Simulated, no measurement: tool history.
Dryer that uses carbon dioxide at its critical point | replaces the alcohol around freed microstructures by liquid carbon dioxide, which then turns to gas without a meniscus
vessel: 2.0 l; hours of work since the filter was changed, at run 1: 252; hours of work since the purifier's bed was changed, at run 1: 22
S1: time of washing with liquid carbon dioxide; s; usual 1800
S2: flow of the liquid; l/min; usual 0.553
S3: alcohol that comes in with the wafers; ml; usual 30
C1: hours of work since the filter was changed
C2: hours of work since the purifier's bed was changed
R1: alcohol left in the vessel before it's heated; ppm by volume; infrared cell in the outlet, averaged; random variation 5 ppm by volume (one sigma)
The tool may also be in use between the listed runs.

run	hour	S1	S2	S3	C1	C2	R1
1	0	1800	0.553	30	252	22	25
2	8.7	1800	0.553	30	257	27	34
3	16	1800	0.553	34	261	31	35
4	23	1800	0.553	30	265	35	37
5	32.1	1800	0.553	30	270	40	49
6	41.4	1800	0.667	30	276	45	13
7	50.4	1800	0.667	30	281	50	13
8	61.2	1800	0.444	30	287	56	100
# hour 63.8: inlet filter changed
9	69.5	1800	0.444	30	3	60	71
10	78.8	1800	0.444	30	8	66	78
11	88.4	1800	0.444	21	14	71	62
12	93.8	1800	0.444	21	17	74	64
13	103.8	1800	0.444	21	22	80	63
14	113.8	1800	0.444	21	28	85	59
15	119.9	2100	0.444	21	31	89	37
16	127	2100	0.444	21	35	93	47
17	133.3	2100	0.444	21	39	96	34
18	142.1	2100	0.444	21	44	101	27
19	154.4	2580	0.877	73	51	108	15
20	161.1	2580	0.877	73	54	112	15
21	166.1	2340	0.877	73	57	114	20
22	174.4	2280	0.535	22	62	119	19

4 ways to go on from here, each from the tool as it stands after run 22. What would each give?
A	186.3	2280	0.535	53	68	126	?
B	186.3	2280	0.642	22	68	126	?
C	186.3	1800	0.553	33	68	126	?
D	186.3	1500	0.535	32	68	126	?

run	R1
A	32
B	23
C	35
D	91
Without the tool's hidden state the same runs would have given:
run	R1
A	15
B	7
C	17
D	69

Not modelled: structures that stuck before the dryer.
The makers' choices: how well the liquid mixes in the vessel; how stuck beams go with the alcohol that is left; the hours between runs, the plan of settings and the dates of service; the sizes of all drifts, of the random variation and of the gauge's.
